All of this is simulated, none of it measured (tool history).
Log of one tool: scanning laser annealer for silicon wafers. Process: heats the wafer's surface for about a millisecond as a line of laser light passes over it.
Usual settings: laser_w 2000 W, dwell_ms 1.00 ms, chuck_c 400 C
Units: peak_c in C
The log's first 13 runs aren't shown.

| run | hour | laser_w | dwell_ms | chuck_c | peak_c |
|---|---|---|---|---|---|
| 14 | 105.0 | 2000 | 1.00 | 400 | 1134 |
| 15 | 115.3 | 2000 | 1.00 | 400 | 1133 |
| 16 | 124.2 | 2000 | 1.00 | 363 | 1100 |
| 17 | 130.5 | 2000 | 1.00 | 363 | 1097 |
| 18 | 135.4 | 1756 | 1.00 | 400 | 1024 |
| 19 | 144.7 | 1756 | 1.00 | 400 | 1023 |
| 20 | 150.2 | 1756 | 1.00 | 400 | 1028 |
| 21 | 161.1 | 1756 | 0.70 | 395 | 914 |
| 22 | 170.1 | 1774 | 0.90 | 361 | 962 |
| 23 | 177.2 | 1774 | 0.90 | 361 | 960 |
| 24 | 183.3 | 2057 | 1.00 | 389 | 1149 |
| 25 | 190.8 | 2057 | 1.03 | 377 | 1145 |
| 26 | 196.2 | 1846 | 1.14 | 429 | 1137 |
| 27 | 202.0 | 2049 | 1.05 | 418 | 1190 |
|  | 206.0 | laser's power meter calibrated |
| 28 | 212.9 | 1882 | 0.92 | 400 | 1050 |
| 29 | 222.5 | 1975 | 0.91 | 379 | 1066 |
| 30 | 230.8 | 2108 | 0.70 | 426 | 1074 |
| 31 | 236.4 | 2108 | 1.10 | 389 | 1207 |
| 32 | 243.4 | 2108 | 0.95 | 389 | 1146 |
| 33 | 254.4 | 2140 | 1.11 | 417 | 1252 |
| 34 | 260.5 | 2000 | 0.96 | 400 | 1113 |
| 35 | 268.0 | 2000 | 0.96 | 404 | 1115 |
|  | 272.5 | laser's power meter calibrated, once more |
| 36 | 275.7 | 2000 | 0.96 | 404 | 1116 |
| 37 | 282.7 | 1881 | 0.72 | 410 | 982 |

Run 38 comes next. What will it give?
| 38 | 293.3 | 2067 | 0.84 | 401 | ? |

peak_c: 1096 C
Without the tool's hidden state the same run would have given peak_c 1117 C.

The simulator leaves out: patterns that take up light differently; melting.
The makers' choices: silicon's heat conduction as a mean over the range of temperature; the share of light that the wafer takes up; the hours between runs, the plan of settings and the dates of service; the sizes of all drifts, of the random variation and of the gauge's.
